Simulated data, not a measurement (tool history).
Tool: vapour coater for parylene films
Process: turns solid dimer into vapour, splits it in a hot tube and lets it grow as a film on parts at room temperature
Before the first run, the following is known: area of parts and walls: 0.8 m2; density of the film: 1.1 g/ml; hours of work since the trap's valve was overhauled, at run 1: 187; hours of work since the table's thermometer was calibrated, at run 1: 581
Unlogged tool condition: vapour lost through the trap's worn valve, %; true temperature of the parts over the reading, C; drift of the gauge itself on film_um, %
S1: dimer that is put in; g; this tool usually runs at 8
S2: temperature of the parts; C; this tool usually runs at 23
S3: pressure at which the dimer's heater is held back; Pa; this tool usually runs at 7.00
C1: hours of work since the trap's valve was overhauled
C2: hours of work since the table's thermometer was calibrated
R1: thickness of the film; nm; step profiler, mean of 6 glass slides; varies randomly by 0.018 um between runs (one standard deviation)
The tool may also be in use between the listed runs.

Run 1, hour 0.0: usual settings; C1 187; C2 581. Result: R1 4160 nm.
Run 2, hour 47.7: usual settings but S3 2.12 Pa; C1 225; C2 619. Result: R1 5150 nm.
Run 3, hour 80.7: usual settings but S3 2.12 Pa; C1 251; C2 646. Result: R1 5080 nm.
Run 4, hour 146.1: usual settings but S1 12 g; C1 303; C2 698. Result: R1 6210 nm.
Run 5, hour 207.7: usual settings but S1 5 g; C1 352; C2 746. Result: R1 2590 nm.
Run 6, hour 257.8: usual settings but S1 5 g; C1 392; C2 786. Result: R1 2580 nm.
Run 7, hour 294.2: usual settings but S1 5 g, S3 6.35 Pa; C1 421; C2 815. Result: R1 2640 nm.
Run 8, hour 344.2: usual settings; C1 460; C2 855. Result: R1 4160 nm.
Run 9, hour 408.0: usual settings but S3 3.53 Pa; C1 511; C2 905. Result: R1 4710 nm.
At hour 444.9: trap's valve overhauled.
Run 10, hour 457.2: usual settings but S3 3.53 Pa; C1 10; C2 941. Result: R1 4690 nm.
Run 11, hour 503.5: usual settings; C1 47; C2 978. Result: R1 4170 nm.
Run 12, hour 567.6: usual settings; C1 98; C2 1029. Result: R1 4180 nm.
Run 13, hour 602.9: usual settings but S3 8.00 Pa; C1 126; C2 1057. Result: R1 4090 nm.
Run 14, hour 655.2: usual settings but S3 8.00 Pa; C1 167; C2 1099. Result: R1 4050 nm.
Run 15, hour 692.0: usual settings but S1 4 g, S3 8.00 Pa; C1 196; C2 1128. Result: R1 2030 nm.
Run 16, hour 757.5: usual settings but S1 4 g, S3 8.00 Pa; C1 248; C2 1180. Result: R1 2020 nm.
Run 17, hour 796.8: usual settings but S2 17 C, S3 2.53 Pa; C1 280; C2 1211. Result: R1 6410 nm.
Run 18, hour 848.5: usual settings but S2 17 C, S3 2.53 Pa; C1 321; C2 1252. Result: R1 6370 nm.
Run 19, hour 905.9: usual settings but S2 17 C, S3 2.53 Pa; C1 366; C2 1298. Result: R1 6390 nm.
Run 20, hour 943.2: usual settings but S2 17 C, S3 2.53 Pa; C1 396; C2 1327. Result: R1 6380 nm.
Run 21, hour 986.5: usual settings but S2 17 C, S3 2.53 Pa; C1 430; C2 1362. Result: R1 6360 nm.
Run 22, hour 1040.6: usual settings but S1 3 g, S2 16 C; C1 473; C2 1405. Result: R1 2100 nm.
Run 23, hour 1070.5: usual settings but S1 10 g; C1 497; C2 1428. Result: R1 5200 nm.
At hour 1087.4: table's thermometer calibrated.
At hour 1125.3: trap's valve overhauled.
Run 24, hour 1140.7: usual settings but S1 10 g, S2 34 C; C1 12; C2 39. Result: R1 3300 nm.
Run 25, hour 1174.1: usual settings but S1 4 g, S3 4.63 Pa; C1 39; C2 66. Result: R1 2240 nm.
Run 26, hour 1207.0: usual settings but S1 12 g, S2 24 C, S3 2.24 Pa; C1 65; C2 92. Result: R1 7330 nm.
Run 27, hour 1233.9: usual settings but S1 10 g, S2 20 C, S3 2.84 Pa; C1 86; C2 113. Result: R1 6880 nm.
Run 28, hour 1279.3: usual settings but S1 13 g, S3 9.19 Pa; C1 122; C2 149. Result: R1 6420 nm.
Run 29, hour 1326.6: usual settings but S1 11 g, S3 10.35 Pa; C1 160; C2 187. Result: R1 5310 nm.
Run 30, hour 1360.4: usual settings but S1 11 g, S2 20 C, S3 7.78 Pa; C1 187; C2 214. Result: R1 6360 nm.
Run 31, hour 1395.2: usual settings but S1 6 g, S3 3.11 Pa; C1 214; C2 241. Result: R1 3590 nm.

3 ways to go on from here, each from the tool as it stands after run 31. What would each give?
Run A, hour 1427.8: usual settings but S1 5 g, S2 18 C, S3 5.18 Pa; C1 240; C2 267. Result: R1 ?.
Run B, hour 1427.8: usual settings but S2 25 C, S3 8.31 Pa; C1 240; C2 267. Result: R1 ?.
Run C, hour 1427.8: usual settings but S2 31 C, S3 8.55 Pa; C1 240; C2 267. Result: R1 ?.

run    R1
  A  3380
  B  3750
  C  2830
Without the tool's hidden state the same runs would have given:
run    R1
  A  3380
  B  3760
  C  2830
